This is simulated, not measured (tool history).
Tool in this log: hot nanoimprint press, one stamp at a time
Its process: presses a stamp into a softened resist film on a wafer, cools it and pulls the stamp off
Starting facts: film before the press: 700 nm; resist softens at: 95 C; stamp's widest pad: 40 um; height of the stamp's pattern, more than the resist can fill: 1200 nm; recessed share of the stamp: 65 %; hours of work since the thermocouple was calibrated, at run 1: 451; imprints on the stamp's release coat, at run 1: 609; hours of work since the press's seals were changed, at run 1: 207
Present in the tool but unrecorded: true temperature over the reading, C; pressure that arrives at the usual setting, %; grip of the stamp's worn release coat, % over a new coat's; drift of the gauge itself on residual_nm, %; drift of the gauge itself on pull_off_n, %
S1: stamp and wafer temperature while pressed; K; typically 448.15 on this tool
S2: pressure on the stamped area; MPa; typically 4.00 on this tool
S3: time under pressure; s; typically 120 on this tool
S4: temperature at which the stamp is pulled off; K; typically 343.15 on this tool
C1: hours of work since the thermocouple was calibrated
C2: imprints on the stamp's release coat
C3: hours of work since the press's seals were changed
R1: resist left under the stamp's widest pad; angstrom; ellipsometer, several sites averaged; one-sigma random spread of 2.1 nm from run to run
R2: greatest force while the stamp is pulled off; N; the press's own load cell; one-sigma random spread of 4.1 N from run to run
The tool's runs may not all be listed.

run 1 hour=0.0 | S1=448.15 S2=4.00 S3=120 S4=343.15 | C1=451 C2=609 C3=207 | R1=3494 R2=255
run 2 hour=11.6 | S1=448.15 S2=4.00 S3=120 S4=343.15 | C1=456 C2=627 C3=212 | R1=3489 R2=248
run 3 hour=19.0 | S1=448.15 S2=4.00 S3=120 S4=343.15 | C1=459 C2=638 C3=215 | R1=3463 R2=258
run 4 hour=31.6 | S1=448.15 S2=2.48 S3=120 S4=343.15 | C1=464 C2=658 C3=220 | R1=4305 R2=246
run 5 hour=47.5 | S1=448.15 S2=3.79 S3=120 S4=343.15 | C1=471 C2=682 C3=227 | R1=3551 R2=255
run 6 hour=62.7 | S1=448.15 S2=3.79 S3=120 S4=343.15 | C1=477 C2=705 C3=233 | R1=3570 R2=257
-- hour=66.4 plate thermocouple calibrated
run 7 hour=77.5 | S1=448.15 S2=3.79 S3=120 S4=343.15 | C1=5 C2=724 C3=238 | R1=3580 R2=261
run 8 hour=93.8 | S1=448.15 S2=4.50 S3=88 S4=343.15 | C1=12 C2=749 C3=245 | R1=3707 R2=253
-- hour=104.1 stamp cleaned and given a new release coat
run 9 hour=109.8 | S1=448.15 S2=5.59 S3=120 S4=342.15 | C1=16 C2=8 C3=250 | R1=2985 R2=206
run 10 hour=117.5 | S1=446.15 S2=4.00 S3=120 S4=343.15 | C1=19 C2=20 C3=253 | R1=3721 R2=199
run 11 hour=125.3 | S1=436.15 S2=2.63 S3=120 S4=343.15 | C1=23 C2=32 C3=256 | R1=5294 R2=198
run 12 hour=132.9 | S1=450.15 S2=4.00 S3=120 S4=343.15 | C1=26 C2=44 C3=259 | R1=3314 R2=205
run 13 hour=143.9 | S1=453.15 S2=5.63 S3=193 S4=341.15 | C1=30 C2=61 C3=264 | R1=2193 R2=207

Each row is a separate what-if for the run after 13, all from the same tool condition, not one after another. Results?
run A hour=157.3 | S1=453.15 S2=5.63 S3=65 S4=341.15 | C1=36 C2=82 C3=270 | R1=? R2=?
run B hour=157.3 | S1=448.15 S2=4.00 S3=120 S4=340.15 | C1=36 C2=82 C3=270 | R1=? R2=?
run C hour=157.3 | S1=438.15 S2=3.57 S3=238 S4=341.15 | C1=36 C2=82 C3=270 | R1=? R2=?
run D hour=157.3 | S1=451.15 S2=6.16 S3=193 S4=341.15 | C1=36 C2=82 C3=270 | R1=? R2=?
run E hour=157.3 | S1=447.15 S2=6.34 S3=65 S4=341.15 | C1=36 C2=82 C3=270 | R1=? R2=?

run=A R1=3310 R2=223
run=B R1=3485 R2=214
run=C R1=3816 R2=212
run=D R1=2218 R2=221
run=E R1=3567 R2=205
Take away the tool's hidden state, keep each run's random variation, and the runs would have read:
run=A R1=3173 R2=212
run=B R1=3341 R2=204
run=C R1=3648 R2=202
run=D R1=2111 R2=211
run=E R1=3414 R2=195
